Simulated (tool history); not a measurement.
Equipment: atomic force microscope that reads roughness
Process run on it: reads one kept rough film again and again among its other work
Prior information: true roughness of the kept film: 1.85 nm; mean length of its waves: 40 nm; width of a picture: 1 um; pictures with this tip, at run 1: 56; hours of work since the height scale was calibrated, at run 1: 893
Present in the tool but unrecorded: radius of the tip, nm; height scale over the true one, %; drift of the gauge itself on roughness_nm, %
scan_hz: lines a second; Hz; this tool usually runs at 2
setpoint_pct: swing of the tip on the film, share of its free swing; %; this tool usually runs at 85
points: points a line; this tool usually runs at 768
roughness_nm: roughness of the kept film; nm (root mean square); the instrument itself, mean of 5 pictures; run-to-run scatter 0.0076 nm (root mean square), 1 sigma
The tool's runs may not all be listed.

run   hour  scan_hz  setpoint_pct  points  pictures with this tip  hours of work since the height scale was calibrated  roughness_nm
  1      0        2            85     768                      56                                                  893         1.585
  2   27.6     0.56            85     768                      87                                                  906          1.67
  3   65.6        2            85     547                     130                                                  924         1.528
  4  115.4        2            85     768                     185                                                  947         1.505
  5  169.1        2            85     768                     246                                                  973         1.474
  6  218.9        2            85     768                     301                                                  996         1.428
     252.1  -- new tip fitted
  7  257.4        2            85     768                       6                                                 1014          1.63
  8  290.3        2            56     768                      43                                                 1030         1.715
  9  320.9        2            85     768                      77                                                 1044          1.58
 10  350.1        2            85     768                     110                                                 1058         1.556
 11  394.4        2            85     768                     160                                                 1079          1.54
 12  432.9        2            85     768                     203                                                 1098         1.495
 13  488.1     2.94            85     768                     265                                                 1124          1.41
 14    519     3.92            85     279                     299                                                 1138         1.331
     556.7  -- new tip fitted
 15  565.4     1.84            71     279                      10                                                 1160         1.689
 16  610.6     0.53            82     620                      60                                                 1181         1.703
 17  645.7     0.53            82     620                     100                                                 1198         1.676
 18  687.8     0.53            82     620                     147                                                 1218          1.65
 19  727.8     0.53            75     812                     192                                                 1237         1.642
 20  752.6     3.86            62     768                     220                                                 1249         1.562
 21  801.2     3.86            62     768                     274                                                 1272         1.506
 22  848.2        2            85     894                     327                                                 1294         1.439
       858  -- new tip fitted
 23  874.8        2            85     894                      19                                                 1306         1.616
 24  921.3        2            71     768                      71                                                 1328         1.665
 25  972.8        2            71     768                     129                                                 1353         1.618

Alternative continuations, all from the tool just after run 25; predict every row:
  A  1021.8     3.45            89     768                     184                                                 1376             ?
  B  1021.8        2            74     768                     184                                                 1376             ?
  C  1021.8     1.49            62     768                     184                                                 1376             ?
  D  1021.8        2            71     729                     184                                                 1376             ?
  E  1021.8      0.7            69     603                     184                                                 1376             ?

run  roughness_nm
  A         1.395
  B         1.573
  C          1.62
  D         1.591
  E         1.644
Take away the tool's hidden state, keep each run's random variation, and the runs would have read:
run  roughness_nm
  A         1.485
  B         1.675
  C         1.725
  D         1.693
  E          1.75
